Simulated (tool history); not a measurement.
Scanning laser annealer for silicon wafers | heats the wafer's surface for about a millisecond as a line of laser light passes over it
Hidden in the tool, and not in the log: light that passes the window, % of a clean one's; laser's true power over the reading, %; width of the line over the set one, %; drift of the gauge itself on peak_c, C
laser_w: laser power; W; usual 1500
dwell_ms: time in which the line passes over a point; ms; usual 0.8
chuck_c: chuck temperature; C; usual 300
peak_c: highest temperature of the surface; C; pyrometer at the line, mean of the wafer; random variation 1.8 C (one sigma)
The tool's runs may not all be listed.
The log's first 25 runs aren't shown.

run   hour  laser_w  dwell_ms  chuck_c  hours of work since the window was cleaned  hours of work since the power meter was calibrated  hours of work since the optics were aligned  peak_c
 26  383.9     1479     0.749      305                                         696                                                  41                                          696     962
 27  398.5     1479     0.749      305                                         706                                                  51                                          706     963
 28  416.4     1614     0.949      293                                         718                                                  62                                          718    1125
 29  438.3     1424       0.8      300                                         732                                                  76                                          732     954
 30  457.1     1500     0.613      300                                         744                                                  89                                          744     891
 31  476.4     1500     0.613      300                                         756                                                 101                                          756     892
 32  490.3     1448     0.929      300                                         765                                                 110                                          765    1028
 33  512.4     1500       0.8      292                                         780                                                 124                                          780     984
 34  531.6     1500       0.8      292                                         792                                                 137                                          792     981
 35  542.7     1500       0.8      292                                         800                                                 144                                          800     984
 36  559.5     1500       0.8      292                                         810                                                 155                                          810     983

Forecast run 37:
 37  574.9     1500       0.8      292                                         820                                                 165                                          820       ?

peak_c: 976 C
Without the tool's hidden state the same run would have given peak_c 1025 C.
